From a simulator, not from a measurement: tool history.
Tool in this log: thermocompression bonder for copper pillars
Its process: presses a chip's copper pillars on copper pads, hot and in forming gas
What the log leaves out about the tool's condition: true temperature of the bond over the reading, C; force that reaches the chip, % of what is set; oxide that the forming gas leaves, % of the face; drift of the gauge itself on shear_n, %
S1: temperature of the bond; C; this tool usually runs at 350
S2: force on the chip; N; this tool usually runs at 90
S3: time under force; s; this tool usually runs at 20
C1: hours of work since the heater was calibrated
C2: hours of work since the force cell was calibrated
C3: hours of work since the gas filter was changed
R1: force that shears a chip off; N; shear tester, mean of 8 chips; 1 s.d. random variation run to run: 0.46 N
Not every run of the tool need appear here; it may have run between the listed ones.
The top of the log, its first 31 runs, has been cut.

| run | hour | S1 | S2 | S3 | C1 | C2 | C3 | R1 |
|---|---|---|---|---|---|---|---|---|
| 32 | 447.4 | 360 | 95 | 28 | 515 | 1073 | 397 | 117.2 |
| 33 | 466.9 | 360 | 95 | 28 | 530 | 1087 | 412 | 117.2 |
| 34 | 478.9 | 360 | 95 | 28 | 539 | 1096 | 421 | 117.7 |
| 35 | 498.7 | 360 | 95 | 28 | 554 | 1111 | 436 | 117.2 |
| 36 | 508.7 | 360 | 95 | 28 | 561 | 1119 | 443 | 117.7 |
| 37 | 520.1 | 360 | 95 | 28 | 570 | 1127 | 452 | 117 |
|  | 529.6 | forming gas filter changed |
| 38 | 540.2 | 360 | 95 | 28 | 584 | 1142 | 8 | 120.5 |
| 39 | 553.8 | 350 | 65 | 21 | 595 | 1152 | 18 | 77.5 |

Forecast each of these 3 alternatives for the next run:
| A | 571.3 | 370 | 65 | 21 | 608 | 1166 | 31 | ? |
| B | 571.3 | 370 | 69 | 14 | 608 | 1166 | 31 | ? |
| C | 571.3 | 361 | 69 | 19 | 608 | 1166 | 31 | ? |

| run | R1 |
|---|---|
| A | 89.2 |
| B | 82.8 |
| C | 85.9 |
What these runs would have given with no unlogged condition in the tool:
| run | R1 |
|---|---|
| A | 94.4 |
| B | 88 |
| C | 91.2 |
